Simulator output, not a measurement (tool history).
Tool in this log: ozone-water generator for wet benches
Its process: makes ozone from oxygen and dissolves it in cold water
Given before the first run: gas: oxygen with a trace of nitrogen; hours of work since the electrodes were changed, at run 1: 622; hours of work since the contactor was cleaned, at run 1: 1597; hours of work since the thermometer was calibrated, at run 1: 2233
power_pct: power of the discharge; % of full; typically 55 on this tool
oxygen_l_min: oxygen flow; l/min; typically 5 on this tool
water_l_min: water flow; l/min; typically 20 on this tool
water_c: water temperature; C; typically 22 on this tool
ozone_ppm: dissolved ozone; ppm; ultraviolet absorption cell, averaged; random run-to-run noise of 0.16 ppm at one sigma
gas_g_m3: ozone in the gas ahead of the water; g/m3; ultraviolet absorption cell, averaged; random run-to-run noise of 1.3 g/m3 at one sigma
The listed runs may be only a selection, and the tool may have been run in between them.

run	hour	power_pct	oxygen_l_min	water_l_min	water_c	hours of work since the electrodes were changed	hours of work since the contactor was cleaned	hours of work since the thermometer was calibrated	ozone_ppm	gas_g_m3
1	0	55	5	20	22	622	1597	2233	25.4	238.9
2	29.5	55	5	20	22	647	1622	2258	25.2	235.9
3	69.7	55	5	20	22	681	1656	2292	25.4	236
4	105	55	5	22	22	712	1687	2323	23.3	238.4
5	133.8	55	5	22	22	736	1711	2347	23.3	237
6	175.1	55	5	22	22	772	1747	2383	23.4	236.4
7	196.6	55	5	22	22	790	1765	2401	23.3	237.7
8	230.9	55	5	22	22	819	1794	2430	23.4	235.3
9	267.8	55	5	22	22	851	1826	2462	23.3	239.6
10	288.5	55	5	22	22	869	1844	2480	23.4	232.9
11	327.2	55	5	22	22	902	1877	2513	23.1	237.5
12	353.1	55	5	12	22	924	1899	2535	36.2	237.4
13	390.1	55	5	28	22	955	1931	2566	18.6	236.9
14	414.9	55	5	28	22	977	1952	2588	18.7	236.5
15	433.4	55	5	28	22	992	1968	2603	18.9	233.9
16	463.7	55	5	28	22	1018	1993	2629	18.9	237.3
17	496.1	55	4.17	20	20	1046	2021	2657	25.6	255.9
18	517.4	65	4.08	20	15	1064	2039	2675	29.2	280.5
19	542.9	55	3.17	20	25	1086	2061	2697	22.8	288.8
20	565.7	66	3.37	25	20	1106	2081	2717	21.4	312
21	591.6	55	5	16	17	1128	2103	2739	32.4	236.3
22	611.9	40	5	14	17	1145	2120	2756	30.1	200.8
23	653.7	85	6.27	23	24	1181	2156	2792	28.2	269.8
24	677.7	51	3.72	13	27	1201	2177	2812	30.4	258.2
25	713.2	56	4.44	17	22	1232	2207	2843	28.7	249.4
26	741.4	56	4.44	17	22	1256	2231	2867	29.1	249.4
27	779.3	55	5	20	22	1288	2263	2899	25.2	237.2
28	813.4	74	4.24	17	17	1317	2293	2928	35.2	299
29	855	55	3.77	13	16	1353	2328	2964	37.2	266.9
30	881.8	94	3.11	21	15	1376	2351	2987	31.9	386.2
31	912.2	47	4.09	23	19	1402	2377	3013	21	236.6
32	945.9	48	6.8	25	16	1431	2406	3042	21.9	193

Consider 4 possible next runs. They are alternatives, not a sequence: every one starts from the tool as it was left by run 32. What does each give?
A	983.9	90	6.8	15	20	1463	2438	3074	?	?
B	983.9	43	5	20	22	1463	2438	3074	?	?
C	983.9	55	4.45	25	18	1463	2438	3074	?	?
D	983.9	48	5	23	16	1463	2438	3074	?	?

run	ozone_ppm	gas_g_m3
A	41.8	268.7
B	22.4	208.6
C	21.4	249.1
D	22.5	220.7
With no hidden state in the tool, these same runs would have given:
run	ozone_ppm	gas_g_m3
A	41.8	268.8
B	22.4	208.6
C	21.4	249.1
D	22.5	220.8
